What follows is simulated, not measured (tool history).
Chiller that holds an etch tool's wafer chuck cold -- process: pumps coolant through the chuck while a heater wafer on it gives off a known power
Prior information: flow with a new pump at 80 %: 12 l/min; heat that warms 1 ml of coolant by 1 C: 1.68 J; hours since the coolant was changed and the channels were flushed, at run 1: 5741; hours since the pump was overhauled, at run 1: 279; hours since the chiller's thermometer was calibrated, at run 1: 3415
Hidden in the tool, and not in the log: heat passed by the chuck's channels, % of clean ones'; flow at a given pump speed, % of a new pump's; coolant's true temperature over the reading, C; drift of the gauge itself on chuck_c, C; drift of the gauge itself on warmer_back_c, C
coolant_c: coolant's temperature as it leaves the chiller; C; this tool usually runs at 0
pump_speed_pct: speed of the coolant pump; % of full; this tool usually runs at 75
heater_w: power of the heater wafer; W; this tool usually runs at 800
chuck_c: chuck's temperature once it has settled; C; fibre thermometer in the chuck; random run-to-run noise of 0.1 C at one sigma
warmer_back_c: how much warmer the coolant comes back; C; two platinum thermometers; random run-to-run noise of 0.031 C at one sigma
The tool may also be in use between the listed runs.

| run | hour | coolant_c | pump_speed_pct | heater_w | hours since the coolant was changed and the channels were flushed | hours since the pump was overhauled | hours since the chiller's thermometer was calibrated | chuck_c | warmer_back_c |
|---|---|---|---|---|---|---|---|---|---|
| 1 | 0 | 0 | 75 | 800 | 5741 | 279 | 3415 | 7.8 | 2.53 |
| 2 | 35.9 | 0 | 75 | 800 | 5777 | 315 | 3451 | 8.1 | 2.58 |
| 3 | 57.3 | 0 | 75 | 643 | 5799 | 336 | 3473 | 6.5 | 2.09 |
| 4 | 94.1 | 0 | 75 | 643 | 5836 | 373 | 3509 | 6.4 | 2.07 |
| 5 | 119.6 | 0 | 83 | 800 | 5861 | 398 | 3535 | 7.5 | 2.31 |
|  | 128.4 | coolant pump overhauled |
| 6 | 153 | 0 | 83 | 800 | 5889 | 25 | 3563 | 7.5 | 2.26 |
| 7 | 172.6 | 0 | 83 | 800 | 5909 | 44 | 3583 | 7.4 | 2.34 |
| 8 | 195.9 | 6 | 75 | 1037 | 5932 | 68 | 3606 | 16.5 | 3.31 |
| 9 | 227.7 | 6 | 60 | 1154 | 5964 | 99 | 3638 | 19.3 | 4.8 |
| 10 | 269.3 | -3 | 66 | 469 | 6006 | 141 | 3680 | 2.1 | 1.74 |
| 11 | 297.2 | -9 | 73 | 1052 | 6034 | 169 | 3708 | 2 | 3.49 |
| 12 | 325.4 | -9 | 73 | 1052 | 6062 | 197 | 3736 | 1.8 | 3.48 |

Pick out some run-to-run changes in chuck_c. Of each, how much would a tool without hidden state show as well, from the settings, what came in and chance, and how much is left for the hidden state and any gauge scatter not in both results compared?
Run 9 -> 10: coolant_c 6 -> -3, pump_speed_pct 60 -> 66, heater_w 1154 -> 469. chuck_c -17.2 C: hidden state -1.1, all else -16.1.
